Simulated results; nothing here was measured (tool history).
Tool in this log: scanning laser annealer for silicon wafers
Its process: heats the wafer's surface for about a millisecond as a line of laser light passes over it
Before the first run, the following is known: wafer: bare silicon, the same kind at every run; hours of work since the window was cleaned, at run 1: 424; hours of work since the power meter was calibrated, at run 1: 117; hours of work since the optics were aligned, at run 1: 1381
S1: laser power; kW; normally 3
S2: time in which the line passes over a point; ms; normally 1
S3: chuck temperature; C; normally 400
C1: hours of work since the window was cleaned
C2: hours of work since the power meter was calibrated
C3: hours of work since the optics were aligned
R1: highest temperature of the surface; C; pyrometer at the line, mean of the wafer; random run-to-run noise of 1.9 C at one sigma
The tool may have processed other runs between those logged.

Run 1, hour 0: usual settings; C1 424; C2 117; C3 1381. Result: R1 1168 C.
Run 2, hour 5.5: usual settings; C1 427; C2 119; C3 1383. Result: R1 1166 C.
Run 3, hour 10.8: usual settings but S2 0.92 ms; C1 429; C2 122; C3 1385. Result: R1 1134 C.
Run 4, hour 16: usual settings but S2 0.92 ms; C1 431; C2 124; C3 1388. Result: R1 1132 C.
Run 5, hour 24.1: usual settings but S2 0.92 ms; C1 435; C2 128; C3 1391. Result: R1 1130 C.
Run 6, hour 34.4: usual settings but S2 0.92 ms; C1 440; C2 132; C3 1396. Result: R1 1132 C.
Run 7, hour 41.2: usual settings but S2 0.92 ms; C1 443; C2 135; C3 1399. Result: R1 1132 C.
At hour 46.6: optics aligned, line set to its width.
Run 8, hour 56.5: usual settings but S1 3.01 kW, S2 0.92 ms; C1 447; C2 140; C3 4. Result: R1 1135 C.
Run 9, hour 67.4: usual settings but S1 3.027 kW; C1 452; C2 145; C3 9. Result: R1 1173 C.
Run 10, hour 76.7: usual settings but S1 3.027 kW, S2 1.19 ms, S3 406 C; C1 456; C2 149; C3 13. Result: R1 1258 C.
Run 11, hour 88.6: usual settings but S1 3.054 kW, S2 0.8 ms, S3 397 C; C1 462; C2 154; C3 19. Result: R1 1088 C.
At hour 98.4: optics aligned, line set to its width, once more.
Run 12, hour 101.4: usual settings but S2 0.82 ms; C1 465; C2 158; C3 1. Result: R1 1089 C.
Run 13, hour 108.3: usual settings but S3 396 C; C1 468; C2 161; C3 4. Result: R1 1167 C.
Run 14, hour 120.1: usual settings but S1 3.059 kW, S2 1.1 ms, S3 434 C; C1 473; C2 166; C3 10. Result: R1 1266 C.
Run 15, hour 126.7: usual settings but S1 3.066 kW, S2 0.87 ms, S3 397 C; C1 476; C2 169; C3 13. Result: R1 1127 C.
Run 16, hour 133.3: usual settings but S1 3.083 kW, S2 0.76 ms; C1 479; C2 172; C3 16. Result: R1 1081 C.
Run 17, hour 143.9: usual settings but S1 2.786 kW, S2 1.24 ms; C1 484; C2 177; C3 20. Result: R1 1203 C.

Below are 5 alternative next runs, each starting from the tool's condition after run 17. Predict each:
Run A, hour 149.4: usual settings but S1 3.282 kW, S2 0.98 ms, S3 419 C; C1 486; C2 179; C3 23. Result: R1 ?.
Run B, hour 149.4: usual settings but S1 2.82 kW; C1 486; C2 179; C3 23. Result: R1 ?.
Run C, hour 149.4: usual settings but S2 1.25 ms; C1 486; C2 179; C3 23. Result: R1 ?.
Run D, hour 149.4: usual settings but S2 0.99 ms, S3 377 C; C1 486; C2 179; C3 23. Result: R1 ?.
Run E, hour 149.4: usual settings but S1 2.743 kW, S2 0.75 ms, S3 414 C; C1 486; C2 179; C3 23. Result: R1 ?.

run    R1
  A  1260
  B  1122
  C  1273
  D  1141
  E  1010
Stripped of hidden state, with their random variation kept, the same runs would have yielded:
run    R1
  A  1276
  B  1137
  C  1290
  D  1157
  E  1022
